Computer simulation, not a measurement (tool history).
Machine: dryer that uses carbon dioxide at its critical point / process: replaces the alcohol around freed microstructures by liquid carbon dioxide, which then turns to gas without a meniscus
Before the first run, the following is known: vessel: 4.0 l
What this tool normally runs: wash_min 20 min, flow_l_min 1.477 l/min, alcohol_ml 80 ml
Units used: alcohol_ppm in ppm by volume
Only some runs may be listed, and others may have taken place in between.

{"run": 1, "hour": 0.0, "wash_min": 20, "flow_l_min": 1.477, "alcohol_ml": 80, "alcohol_ppm": 60}
{"run": 2, "hour": 40.4, "wash_min": 19, "flow_l_min": 1.477, "alcohol_ml": 80, "alcohol_ppm": 73}
{"run": 3, "hour": 78.1, "wash_min": 20, "flow_l_min": 1.477, "alcohol_ml": 80, "alcohol_ppm": 58}
{"run": 4, "hour": 126.7, "wash_min": 20, "flow_l_min": 1.477, "alcohol_ml": 80, "alcohol_ppm": 57}
{"hour": 140.7, "done": "inlet filter changed"}
{"run": 5, "hour": 158.5, "wash_min": 20, "flow_l_min": 1.477, "alcohol_ml": 80, "alcohol_ppm": 60}
{"run": 6, "hour": 189.3, "wash_min": 20, "flow_l_min": 1.477, "alcohol_ml": 80, "alcohol_ppm": 54}
{"run": 7, "hour": 232.7, "wash_min": 13, "flow_l_min": 1.477, "alcohol_ml": 80, "alcohol_ppm": 234}
{"run": 8, "hour": 278.0, "wash_min": 13, "flow_l_min": 1.477, "alcohol_ml": 80, "alcohol_ppm": 258}
{"run": 9, "hour": 318.9, "wash_min": 13, "flow_l_min": 1.477, "alcohol_ml": 80, "alcohol_ppm": 244}
{"run": 10, "hour": 367.0, "wash_min": 20, "flow_l_min": 1.477, "alcohol_ml": 80, "alcohol_ppm": 66}
{"run": 11, "hour": 404.7, "wash_min": 13, "flow_l_min": 1.477, "alcohol_ml": 52, "alcohol_ppm": 189}
{"run": 12, "hour": 445.3, "wash_min": 13, "flow_l_min": 1.477, "alcohol_ml": 52, "alcohol_ppm": 189}
{"run": 13, "hour": 487.6, "wash_min": 13, "flow_l_min": 1.477, "alcohol_ml": 52, "alcohol_ppm": 178}
{"run": 14, "hour": 524.8, "wash_min": 13, "flow_l_min": 1.477, "alcohol_ml": 52, "alcohol_ppm": 197}
{"run": 15, "hour": 559.0, "wash_min": 13, "flow_l_min": 1.477, "alcohol_ml": 52, "alcohol_ppm": 193}
{"run": 16, "hour": 584.6, "wash_min": 13, "flow_l_min": 1.477, "alcohol_ml": 52, "alcohol_ppm": 204}
{"run": 17, "hour": 617.8, "wash_min": 20, "flow_l_min": 1.38, "alcohol_ml": 80, "alcohol_ppm": 89}
{"run": 18, "hour": 669.8, "wash_min": 20, "flow_l_min": 1.38, "alcohol_ml": 80, "alcohol_ppm": 95}
{"run": 19, "hour": 713.2, "wash_min": 15, "flow_l_min": 1.477, "alcohol_ml": 80, "alcohol_ppm": 195}
{"run": 20, "hour": 762.6, "wash_min": 21, "flow_l_min": 0.97, "alcohol_ml": 80, "alcohol_ppm": 262}

Forecast each of these 3 alternatives for the next run:
{"hour": 779.1, "done": "inlet filter changed"}
{"run": "A", "hour": 813.8, "wash_min": 20, "flow_l_min": 1.02, "alcohol_ml": 112, "alcohol_ppm": "?"}
{"hour": 779.1, "done": "inlet filter changed"}
{"run": "B", "hour": 813.8, "wash_min": 13, "flow_l_min": 0.97, "alcohol_ml": 80, "alcohol_ppm": "?"}
{"hour": 779.1, "done": "inlet filter changed"}
{"run": "C", "hour": 813.8, "wash_min": 21, "flow_l_min": 1.21, "alcohol_ml": 109, "alcohol_ppm": "?"}

run=A alcohol_ppm=279
run=B alcohol_ppm=1067
run=C alcohol_ppm=125
What these runs would have given with no unlogged condition in the tool:
run=A alcohol_ppm=206
run=B alcohol_ppm=973
run=C alcohol_ppm=57
